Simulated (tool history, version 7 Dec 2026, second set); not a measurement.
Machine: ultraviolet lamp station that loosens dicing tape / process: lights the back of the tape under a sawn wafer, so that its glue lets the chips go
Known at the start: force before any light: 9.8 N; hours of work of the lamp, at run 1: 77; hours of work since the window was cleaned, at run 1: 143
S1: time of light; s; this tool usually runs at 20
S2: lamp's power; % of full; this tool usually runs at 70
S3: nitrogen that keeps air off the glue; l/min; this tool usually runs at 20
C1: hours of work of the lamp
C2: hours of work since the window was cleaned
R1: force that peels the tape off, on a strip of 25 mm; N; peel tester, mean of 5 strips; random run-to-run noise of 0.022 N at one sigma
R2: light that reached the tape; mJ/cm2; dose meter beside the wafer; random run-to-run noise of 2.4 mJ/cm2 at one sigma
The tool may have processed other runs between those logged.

run   hour  S1  S2  S3   C1   C2     R1   R2
  1    0.0  20  70  20   77  143  1.291  245
  2   24.8  20  70  20   93  159  1.368  234
  3   43.2  20  70  21  105  170  1.371  231
  4   56.5  20  86  20  113  179  0.947  283
  5   81.7  20  86  28  129  195  0.868  280
  6   99.9  20  79  28  141  206  1.040  255
  7  122.0  20  79  28  155  220  1.058  250
  8  141.8  22  60  10  168  233  2.123  208
  9  161.2  22  60  10  180  245  2.175  203
     172.8  -- window cleaned of glue's vapour
 10  177.5  22  60  10  190    3  1.865  225
 11  190.3  22  60  10  198   11  1.946  220
 12  201.4  21  63  13  205   18  1.748  221
 13  220.3  38  91  20  217   30  0.268  579

Predict each of these 5 candidate next runs independently; none follows another, all start after run 13:
  A  241.3  37  63   6  231  44   ?   ?
  B  241.3  20  70  22  231  44   ?   ?
  C  241.3  38  91  34  231  44   ?   ?
  D  241.3  18  92  35  231  44   ?   ?
  E  241.3  14  70  11  231  44   ?   ?

run     R1   R2
  A  0.944  383
  B  1.298  226
  C  0.269  565
  D  0.816  268
  E  2.895  159
With no hidden state in the tool, these same runs would have given:
run     R1   R2
  A  0.707  442
  B  0.992  261
  C  0.250  653
  D  0.607  310
  E  2.411  184
